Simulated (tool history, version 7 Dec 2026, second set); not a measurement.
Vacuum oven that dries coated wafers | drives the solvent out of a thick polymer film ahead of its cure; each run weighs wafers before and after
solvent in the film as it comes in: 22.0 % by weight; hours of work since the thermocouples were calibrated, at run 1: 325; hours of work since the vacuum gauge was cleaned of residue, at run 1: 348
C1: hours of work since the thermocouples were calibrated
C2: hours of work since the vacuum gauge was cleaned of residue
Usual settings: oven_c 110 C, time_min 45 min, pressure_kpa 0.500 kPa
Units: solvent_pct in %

Run 1, hour 0.0: usual settings; C1 325; C2 348. Result: solvent_pct 1.38 %.
Run 2, hour 30.6: usual settings; C1 339; C2 362. Result: solvent_pct 1.37 %.
Run 3, hour 49.7: usual settings; C1 348; C2 370. Result: solvent_pct 1.36 %.
Run 4, hour 66.6: usual settings; C1 355; C2 378. Result: solvent_pct 1.35 %.
Run 5, hour 94.2: usual settings but pressure_kpa 0.927 kPa; C1 368; C2 390. Result: solvent_pct 1.55 %.
Run 6, hour 112.9: usual settings; C1 376; C2 398. Result: solvent_pct 1.34 %.
Run 7, hour 127.8: usual settings; C1 383; C2 405. Result: solvent_pct 1.39 %.
Run 8, hour 158.0: usual settings; C1 396; C2 419. Result: solvent_pct 1.38 %.
Run 9, hour 183.4: usual settings but pressure_kpa 0.689 kPa; C1 407; C2 430. Result: solvent_pct 1.45 %.
Run 10, hour 211.6: usual settings but pressure_kpa 0.689 kPa; C1 420; C2 443. Result: solvent_pct 1.45 %.
Run 11, hour 232.1: usual settings but pressure_kpa 0.413 kPa; C1 429; C2 452. Result: solvent_pct 1.31 %.
Run 12, hour 261.0: usual settings; C1 442; C2 465. Result: solvent_pct 1.36 %.
Run 13, hour 282.1: usual settings; C1 452; C2 474. Result: solvent_pct 1.32 %.
Run 14, hour 310.3: usual settings but pressure_kpa 0.879 kPa; C1 464; C2 487. Result: solvent_pct 1.48 %.
Run 15, hour 327.9: usual settings but time_min 80 min; C1 472; C2 495. Result: solvent_pct 0.43 %.
Run 16, hour 349.3: usual settings but time_min 80 min; C1 482; C2 504. Result: solvent_pct 0.42 %.
Run 17, hour 365.7: usual settings but time_min 80 min; C1 489; C2 511. Result: solvent_pct 0.40 %.
Run 18, hour 378.6: usual settings but time_min 80 min; C1 495; C2 517. Result: solvent_pct 0.40 %.
Run 19, hour 399.0: usual settings; C1 504; C2 526. Result: solvent_pct 1.35 %.
Run 20, hour 419.7: usual settings; C1 513; C2 536. Result: solvent_pct 1.32 %.
Run 21, hour 446.1: usual settings; C1 525; C2 547. Result: solvent_pct 1.34 %.
Run 22, hour 472.6: usual settings but time_min 25 min; C1 537; C2 559. Result: solvent_pct 3.95 %.
Run 23, hour 497.0: usual settings but pressure_kpa 1.704 kPa; C1 548; C2 570. Result: solvent_pct 1.81 %.
Run 24, hour 510.1: usual settings but oven_c 109 C, pressure_kpa 0.466 kPa; C1 554; C2 576. Result: solvent_pct 1.49 %.
Run 25, hour 522.9: usual settings but oven_c 112 C, pressure_kpa 0.466 kPa; C1 559; C2 582. Result: solvent_pct 1.10 %.
Run 26, hour 540.9: usual settings but oven_c 112 C, pressure_kpa 0.466 kPa; C1 567; C2 590. Result: solvent_pct 1.07 %.
Run 27, hour 569.5: usual settings but oven_c 106 C, pressure_kpa 0.537 kPa; C1 580; C2 603. Result: solvent_pct 2.04 %.
Run 28, hour 594.5: usual settings but oven_c 106 C, pressure_kpa 0.537 kPa; C1 591; C2 614. Result: solvent_pct 2.02 %.
Run 29, hour 620.3: usual settings but oven_c 106 C, pressure_kpa 0.537 kPa; C1 603; C2 625. Result: solvent_pct 1.99 %.
Run 30, hour 633.2: usual settings but oven_c 125 C, pressure_kpa 1.190 kPa; C1 609; C2 631. Result: solvent_pct 0.44 %.
Run 31, hour 646.7: usual settings but oven_c 102 C, time_min 50 min, pressure_kpa 1.792 kPa; C1 615; C2 637. Result: solvent_pct 3.01 %.
Run 32, hour 669.3: usual settings but oven_c 102 C, time_min 50 min, pressure_kpa 1.792 kPa; C1 625; C2 647. Result: solvent_pct 3.00 %.
Run 33, hour 695.2: usual settings but oven_c 102 C, time_min 50 min, pressure_kpa 1.792 kPa; C1 636; C2 659. Result: solvent_pct 2.98 %.
Run 34, hour 711.2: usual settings but oven_c 98 C, time_min 33 min, pressure_kpa 1.311 kPa; C1 644; C2 666. Result: solvent_pct 6.11 %.
Run 35, hour 730.6: usual settings but oven_c 103 C, time_min 36 min, pressure_kpa 1.767 kPa; C1 652; C2 675. Result: solvent_pct 4.29 %.
Run 36, hour 749.1: usual settings but oven_c 103 C, time_min 36 min, pressure_kpa 1.526 kPa; C1 660; C2 683. Result: solvent_pct 4.18 %.
Run 37, hour 770.9: usual settings but oven_c 122 C, time_min 41 min, pressure_kpa 1.781 kPa; C1 670; C2 693. Result: solvent_pct 0.79 %.
Run 38, hour 791.1: usual settings but oven_c 119 C, time_min 53 min, pressure_kpa 1.781 kPa; C1 679; C2 702. Result: solvent_pct 0.76 %.
Run 39, hour 809.8: usual settings but pressure_kpa 0.344 kPa; C1 688; C2 710. Result: solvent_pct 1.28 %.
Run 40, hour 832.3: usual settings but pressure_kpa 1.346 kPa; C1 698; C2 720. Result: solvent_pct 1.66 %.
Run 41, hour 862.4: usual settings but oven_c 112 C, time_min 75 min, pressure_kpa 0.685 kPa; C1 711; C2 734. Result: solvent_pct 0.49 %.
Run 42, hour 881.8: usual settings but oven_c 107 C, pressure_kpa 0.465 kPa; C1 720; C2 742. Result: solvent_pct 1.76 %.
Run 43, hour 902.7: usual settings but oven_c 100 C, time_min 42 min, pressure_kpa 0.384 kPa; C1 729; C2 752. Result: solvent_pct 3.61 %.
Run 44, hour 920.2: usual settings but time_min 27 min; C1 737; C2 759. Result: solvent_pct 3.46 %.
Run 45, hour 943.4: usual settings but time_min 43 min, pressure_kpa 0.846 kPa; C1 747; C2 770. Result: solvent_pct 1.61 %.
Run 46, hour 957.3: usual settings but oven_c 115 C; C1 754; C2 776. Result: solvent_pct 0.77 %.

Forecast each of these 3 alternatives for the next run:
Run A, hour 970.8: usual settings but oven_c 120 C, time_min 72 min, pressure_kpa 0.449 kPa; C1 760; C2 782. Result: solvent_pct ?.
Run B, hour 970.8: usual settings but oven_c 118 C, time_min 75 min, pressure_kpa 0.311 kPa; C1 760; C2 782. Result: solvent_pct ?.
Run C, hour 970.8: usual settings but oven_c 113 C, time_min 41 min; C1 760; C2 782. Result: solvent_pct ?.

run  solvent_pct
  A         0.23
  B         0.24
  C         1.16
Without the tool's hidden state the same runs would have given:
run  solvent_pct
  A         0.15
  B         0.16
  C         1.24
